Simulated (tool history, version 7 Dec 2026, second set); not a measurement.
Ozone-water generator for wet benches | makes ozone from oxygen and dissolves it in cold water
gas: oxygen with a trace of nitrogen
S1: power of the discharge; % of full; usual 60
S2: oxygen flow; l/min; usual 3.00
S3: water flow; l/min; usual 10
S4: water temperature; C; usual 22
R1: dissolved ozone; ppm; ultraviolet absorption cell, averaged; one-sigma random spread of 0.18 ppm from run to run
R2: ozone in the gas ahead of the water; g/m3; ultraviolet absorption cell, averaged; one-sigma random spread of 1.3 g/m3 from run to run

Run 1, day 0.000: usual settings. Result: R1 24.0 ppm, R2 236.6 g/m3.
Run 2, day 9.183: usual settings. Result: R1 23.8 ppm, R2 238.9 g/m3.
Run 3, day 14.267: usual settings but S3 7 l/min. Result: R1 31.1 ppm, R2 238.7 g/m3.
Run 4, day 21.696: usual settings but S3 7 l/min. Result: R1 31.0 ppm, R2 240.1 g/m3.
Run 5, day 27.533: usual settings but S3 7 l/min. Result: R1 30.8 ppm, R2 239.1 g/m3.
Run 6, day 33.792: usual settings but S4 25 C. Result: R1 22.9 ppm, R2 237.8 g/m3.
Run 7, day 41.121: usual settings but S4 25 C. Result: R1 22.9 ppm, R2 241.9 g/m3.
Run 8, day 50.446: usual settings but S4 25 C. Result: R1 22.8 ppm, R2 240.2 g/m3.
At day 53.267: contactor cleaned.
Run 9, day 60.121: usual settings but S4 25 C. Result: R1 23.1 ppm, R2 239.2 g/m3.
Run 10, day 66.512: usual settings but S4 25 C. Result: R1 22.9 ppm, R2 240.2 g/m3.
Run 11, day 71.138: usual settings but S4 25 C. Result: R1 23.0 ppm, R2 238.4 g/m3.
Run 12, day 77.792: usual settings. Result: R1 24.1 ppm, R2 238.0 g/m3.
Run 13, day 87.083: usual settings. Result: R1 24.2 ppm, R2 237.4 g/m3.
At day 90.471: water thermometer calibrated.
Run 14, day 91.962: usual settings. Result: R1 24.3 ppm, R2 234.3 g/m3.
Run 15, day 97.833: usual settings. Result: R1 24.4 ppm, R2 238.8 g/m3.
Run 16, day 106.604: usual settings but S2 1.57 l/min. Result: R1 22.6 ppm, R2 322.5 g/m3.
Run 17, day 115.942: usual settings but S2 4.53 l/min, S3 16 l/min. Result: R1 16.6 ppm, R2 195.0 g/m3.
Run 18, day 124.733: usual settings but S2 4.53 l/min, S3 8 l/min, S4 26 C. Result: R1 24.9 ppm, R2 194.8 g/m3.
Run 19, day 133.317: usual settings but S2 4.53 l/min, S3 6 l/min, S4 28 C. Result: R1 27.8 ppm, R2 194.5 g/m3.
Run 20, day 142.833: usual settings but S2 4.53 l/min, S3 6 l/min, S4 24 C. Result: R1 30.3 ppm, R2 194.4 g/m3.
Run 21, day 149.267: usual settings but S2 3.40 l/min, S3 7 l/min, S4 24 C. Result: R1 29.3 ppm, R2 220.7 g/m3.
Run 22, day 156.717: usual settings but S2 3.40 l/min, S3 7 l/min, S4 24 C. Result: R1 29.4 ppm, R2 221.7 g/m3.
Run 23, day 163.862: usual settings but S2 3.40 l/min, S3 7 l/min, S4 24 C. Result: R1 29.5 ppm, R2 220.8 g/m3.
Run 24, day 172.992: usual settings but S2 3.40 l/min, S3 7 l/min, S4 24 C. Result: R1 29.2 ppm, R2 221.4 g/m3.
Run 25, day 179.850: usual settings but S2 3.40 l/min, S3 7 l/min, S4 24 C. Result: R1 29.2 ppm, R2 220.7 g/m3.
Run 26, day 186.712: usual settings but S2 3.40 l/min, S3 7 l/min, S4 24 C. Result: R1 29.3 ppm, R2 221.5 g/m3.
Run 27, day 194.612: usual settings but S1 47 % of full, S2 2.71 l/min, S3 6 l/min. Result: R1 30.0 ppm, R2 213.3 g/m3.
At day 195.067: gauge calibrated.
Run 28, day 200.646: usual settings but S1 93 % of full, S2 2.71 l/min, S3 9 l/min, S4 28 C. Result: R1 29.8 ppm, R2 321.5 g/m3.
Run 29, day 208.996: usual settings but S1 76 % of full, S2 3.05 l/min, S3 13 l/min, S4 28 C. Result: R1 20.4 ppm, R2 271.1 g/m3.
Run 30, day 217.071: usual settings but S1 62 % of full, S2 4.06 l/min. Result: R1 24.3 ppm, R2 212.1 g/m3.
At day 217.717: contactor cleaned.
Run 31, day 223.788: usual settings but S2 1.62 l/min, S3 12 l/min, S4 16 C. Result: R1 20.3 ppm, R2 323.0 g/m3.
At day 226.046: water thermometer calibrated.
Run 32, day 229.646: usual settings but S2 1.62 l/min, S3 12 l/min, S4 16 C. Result: R1 20.1 ppm, R2 317.3 g/m3.

Subtracting, for every run, the result it would have given without the tool's unlogged condition from the measured result gives the following. The same run-to-run variation enters both numbers; the gauge's scatter may not:
Hidden state present: yield of the discharge, % of new electrodes'; contactor's efficiency, % of a clean one's; true water temperature over the reading, C; drift of the gauge itself on ozone_ppm, %; drift of the gauge itself on gas_g_m3, %.
run    R2
  1  -0.4
  2  -0.6
  3  -0.9
  4  -1.1
  5  -1.3
  6  -1.6
  7  -1.9
  8  -2.3
  9  -2.6
 10  -2.8
 11  -3.0
 12  -3.2
 13  -3.6
 14  -3.8
 15  -4.0
 16  -5.9
 17  -3.8
 18  -4.1
 19  -4.4
 20  -4.7
 21  -5.6
 22  -5.8
 23  -6.1
 24  -6.4
 25  -6.7
 26  -6.9
 27  -6.9
 28  -1.6
 29  -1.6
 30  -1.4
 31  -2.5
 32  -2.7
R1: at most 0.1 ppm away from the measurement, every run.

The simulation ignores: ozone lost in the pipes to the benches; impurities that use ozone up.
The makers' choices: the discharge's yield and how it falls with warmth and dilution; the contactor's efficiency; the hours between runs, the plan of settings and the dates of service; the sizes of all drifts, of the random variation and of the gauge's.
